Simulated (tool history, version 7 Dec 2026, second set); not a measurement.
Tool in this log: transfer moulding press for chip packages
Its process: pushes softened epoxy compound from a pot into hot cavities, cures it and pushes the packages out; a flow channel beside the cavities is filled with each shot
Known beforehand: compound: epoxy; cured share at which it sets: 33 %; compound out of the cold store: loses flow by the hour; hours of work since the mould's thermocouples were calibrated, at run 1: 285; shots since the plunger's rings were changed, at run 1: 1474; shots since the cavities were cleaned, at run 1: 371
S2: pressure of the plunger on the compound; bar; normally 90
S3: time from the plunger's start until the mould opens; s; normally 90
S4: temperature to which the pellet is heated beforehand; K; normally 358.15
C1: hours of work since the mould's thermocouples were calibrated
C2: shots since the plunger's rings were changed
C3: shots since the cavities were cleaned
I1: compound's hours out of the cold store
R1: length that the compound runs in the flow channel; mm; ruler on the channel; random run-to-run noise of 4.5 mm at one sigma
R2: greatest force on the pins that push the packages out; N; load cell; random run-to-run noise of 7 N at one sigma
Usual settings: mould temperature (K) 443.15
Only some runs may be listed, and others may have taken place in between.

Run 1, hour 0: usual settings; C1 285; C2 1474; C3 371; I1 16.9. Result: R1 707 mm, R2 282 N.
Run 2, hour 11.9: usual settings; C1 291; C2 1580; C3 477; I1 30.8. Result: R1 665 mm, R2 276 N.
Run 3, hour 25.8: usual settings; C1 298; C2 1705; C3 602; I1 10.6. Result: R1 733 mm, R2 280 N.
Run 4, hour 37: usual settings; C1 303; C2 1805; C3 702; I1 9.1. Result: R1 747 mm, R2 290 N.
Run 5, hour 48.2: usual settings; C1 309; C2 1906; C3 803; I1 16.4. Result: R1 724 mm, R2 283 N.
At hour 59.7: cavities cleaned with cleaning compound and waxed.
Run 6, hour 75.5: usual settings; C1 322; C2 2138; C3 143; I1 9.9. Result: R1 749 mm, R2 289 N.
Run 7, hour 87.5: usual settings but mould temperature (K) 444.15, S4 353.15 K; C1 328; C2 2245; C3 250; I1 16.7. Result: R1 718 mm, R2 267 N.
Run 8, hour 111.9: usual settings but mould temperature (K) 444.15, S4 353.15 K; C1 340; C2 2464; C3 469; I1 33.3. Result: R1 657 mm, R2 275 N.
Run 9, hour 124.8: usual settings but S2 96.8 bar; C1 347; C2 2580; C3 585; I1 28.2. Result: R1 705 mm, R2 278 N.
Run 10, hour 140.5: usual settings but S2 96.8 bar; C1 355; C2 2720; C3 725; I1 32.9. Result: R1 680 mm, R2 291 N.

Below are 4 alternative next runs, each starting from the tool's condition after run 10. Predict each:
At hour 159.7: cavities cleaned with cleaning compound and waxed.
Run A, hour 161.7: usual settings but S2 96.8 bar, S3 117 s; C1 365; C2 2897; C3 18; I1 20.8. Result: R1 ?, R2 ?.
At hour 159.7: cavities cleaned with cleaning compound and waxed.
Run B, hour 161.7: usual settings but mould temperature (K) 448.15, S2 96.8 bar, S3 80 s; C1 365; C2 2897; C3 18; I1 8.2. Result: R1 ?, R2 ?.
At hour 159.7: cavities cleaned with cleaning compound and waxed.
Run C, hour 161.7: usual settings but mould temperature (K) 445.15, S2 79.9 bar, S3 128 s; C1 365; C2 2897; C3 18; I1 33.2. Result: R1 ?, R2 ?.
At hour 159.7: cavities cleaned with cleaning compound and waxed.
Run D, hour 161.7: usual settings but S2 96.8 bar, S3 104 s; C1 365; C2 2897; C3 18; I1 43.9. Result: R1 ?, R2 ?.

run   R1   R2
  A  721  242
  B  760  267
  C  616  235
  D  648  242
Without the tool's hidden state the same runs would have given:
run   R1   R2
  A  721  242
  B  760  267
  C  616  235
  D  648  242

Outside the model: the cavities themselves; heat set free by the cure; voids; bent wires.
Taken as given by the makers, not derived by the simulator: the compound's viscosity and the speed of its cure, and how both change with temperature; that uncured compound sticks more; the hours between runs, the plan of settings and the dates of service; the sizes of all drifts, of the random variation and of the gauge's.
